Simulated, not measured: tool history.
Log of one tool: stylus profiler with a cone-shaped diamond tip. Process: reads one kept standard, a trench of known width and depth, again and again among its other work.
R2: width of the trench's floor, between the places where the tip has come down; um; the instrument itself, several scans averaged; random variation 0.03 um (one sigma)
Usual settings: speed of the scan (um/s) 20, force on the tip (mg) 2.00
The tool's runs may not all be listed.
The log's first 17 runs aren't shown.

run 18 hour=205.3 | speed_of_the_scan_(um/s)=20 force_on_the_tip_(mg)=1.71 | depth_of_the_trench_(Å)=1005.9 R2=48.63
run 19 hour=222.0 | speed_of_the_scan_(um/s)=20 force_on_the_tip_(mg)=1.71 | depth_of_the_trench_(Å)=1006.6 R2=48.62
run 20 hour=236.8 | speed_of_the_scan_(um/s)=55 force_on_the_tip_(mg)=2.80 | depth_of_the_trench_(Å)=1008.6 R2=48.55
run 21 hour=250.8 | speed_of_the_scan_(um/s)=55 force_on_the_tip_(mg)=2.80 | depth_of_the_trench_(Å)=1008.7 R2=48.55
run 22 hour=267.6 | speed_of_the_scan_(um/s)=23 force_on_the_tip_(mg)=2.80 | depth_of_the_trench_(Å)=1008.2 R2=48.63
run 23 hour=282.8 | speed_of_the_scan_(um/s)=23 force_on_the_tip_(mg)=2.80 | depth_of_the_trench_(Å)=1008.6 R2=48.64
run 24 hour=295.1 | speed_of_the_scan_(um/s)=19 force_on_the_tip_(mg)=1.12 | depth_of_the_trench_(Å)=1004.5 R2=48.61
run 25 hour=306.9 | speed_of_the_scan_(um/s)=47 force_on_the_tip_(mg)=1.93 | depth_of_the_trench_(Å)=1006.2 R2=48.47
run 26 hour=326.1 | speed_of_the_scan_(um/s)=47 force_on_the_tip_(mg)=1.93 | depth_of_the_trench_(Å)=1007.0 R2=48.45
-- hour=346.4 new tip fitted, height scale calibrated
run 27 hour=346.4 | speed_of_the_scan_(um/s)=17 force_on_the_tip_(mg)=5.79 | depth_of_the_trench_(Å)=1013.6 R2=48.70
run 28 hour=366.1 | speed_of_the_scan_(um/s)=53 force_on_the_tip_(mg)=2.44 | depth_of_the_trench_(Å)=1007.5 R2=48.56
run 29 hour=379.0 | speed_of_the_scan_(um/s)=53 force_on_the_tip_(mg)=2.44 | depth_of_the_trench_(Å)=1008.0 R2=48.54

The next listed run, before its measurement:
run 30 hour=389.1 | speed_of_the_scan_(um/s)=53 force_on_the_tip_(mg)=2.44 | depth_of_the_trench_(Å)=? R2=?

depth of the trench (Å): 1007.8
R2: 48.55 um
Without the tool's hidden state the same run would have given depth of the trench (Å) 1007.8, R2 48.55 um.

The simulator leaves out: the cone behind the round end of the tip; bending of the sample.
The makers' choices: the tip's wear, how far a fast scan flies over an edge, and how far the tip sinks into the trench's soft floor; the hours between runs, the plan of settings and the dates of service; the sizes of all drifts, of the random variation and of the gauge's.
